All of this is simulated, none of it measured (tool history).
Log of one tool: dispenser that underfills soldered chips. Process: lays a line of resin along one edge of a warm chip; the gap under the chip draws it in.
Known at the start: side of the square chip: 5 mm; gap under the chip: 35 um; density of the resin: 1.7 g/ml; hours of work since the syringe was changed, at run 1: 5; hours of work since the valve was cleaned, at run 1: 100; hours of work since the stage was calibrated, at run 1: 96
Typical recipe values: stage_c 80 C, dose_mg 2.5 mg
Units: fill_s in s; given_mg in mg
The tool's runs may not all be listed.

run	hour	stage_c	dose_mg	hours of work since the syringe was changed	hours of work since the valve was cleaned	hours of work since the stage was calibrated	fill_s	given_mg
1	0	80	2.5	5	100	96	15.6	2.381
# hour 1.8: new syringe of resin
2	6.5	80	2.5	3	104	100	15.1	2.38
# hour 10.9: new syringe of resin
3	12.4	80	2.5	1	108	104	13.4	2.376
4	15.6	83	2.5	3	110	106	12.9	2.372
# hour 20: new syringe of resin
5	22.7	68	2.5	2	114	111	23.4	2.378
6	27.9	80	2.5	5	118	114	15.6	2.364
# hour 28.8: new syringe of resin
7	32.3	80	2.5	2	120	117	13.7	2.348
# hour 35.6: dispensing valve cleaned and set on the balance
8	38	80	2.5	5	2	120	15.4	2.51
# hour 38.9: new syringe of resin
9	44.7	80	2.5	4	6	124	14.8	2.49
# hour 48: new syringe of resin
10	48.8	68	2.5	1	8	127	21.4	2.484
11	54.4	68	2.5	4	12	131	24.3	2.489
# hour 56.8: new syringe of resin
12	61.6	68	2.5	3	17	135	24.3	2.489
# hour 66: new syringe of resin
13	67.1	88	3.18	1	20	139	9.7	3.159
14	73.5	88	3.18	5	24	143	11	3.135
# hour 74.8: new syringe of resin
15	77.8	88	3.18	2	27	146	10	3.143
# hour 83.6: new syringe of resin
16	83.6	88	3.18	0	31	149	9.2	3.135
17	90.2	88	3.18	4	35	154	11.3	3.121
# hour 92.8: new syringe of resin
18	93.4	67	3	0	37	156	22.8	2.945
19	96.5	67	3	2	39	158	24.2	2.948
# hour 101.6: new syringe of resin
20	101.9	79	2.4	0	43	161	14	2.339
21	105.9	80	2.2	3	45	164	14.3	2.139
22	108.9	72	2.37	5	47	166	22.2	2.319
# hour 110.6: new syringe of resin
23	113.2	73	2.49	2	50	168	17.9	2.431

3 ways to go on from here, each from the tool as it stands after run 23. What would each give?
A	117.8	91	3.1	5	53	171	?	?
B	117.8	81	2.49	5	53	171	?	?
C	117.8	92	2.42	5	53	171	?	?

run	fill_s	given_mg
A	9.9	3.013
B	14.8	2.424
C	9.1	2.359
Had the tool no hidden state, the same runs would have come out as:
run	fill_s	given_mg
A	8.6	3.099
B	12.9	2.493
C	7.9	2.426

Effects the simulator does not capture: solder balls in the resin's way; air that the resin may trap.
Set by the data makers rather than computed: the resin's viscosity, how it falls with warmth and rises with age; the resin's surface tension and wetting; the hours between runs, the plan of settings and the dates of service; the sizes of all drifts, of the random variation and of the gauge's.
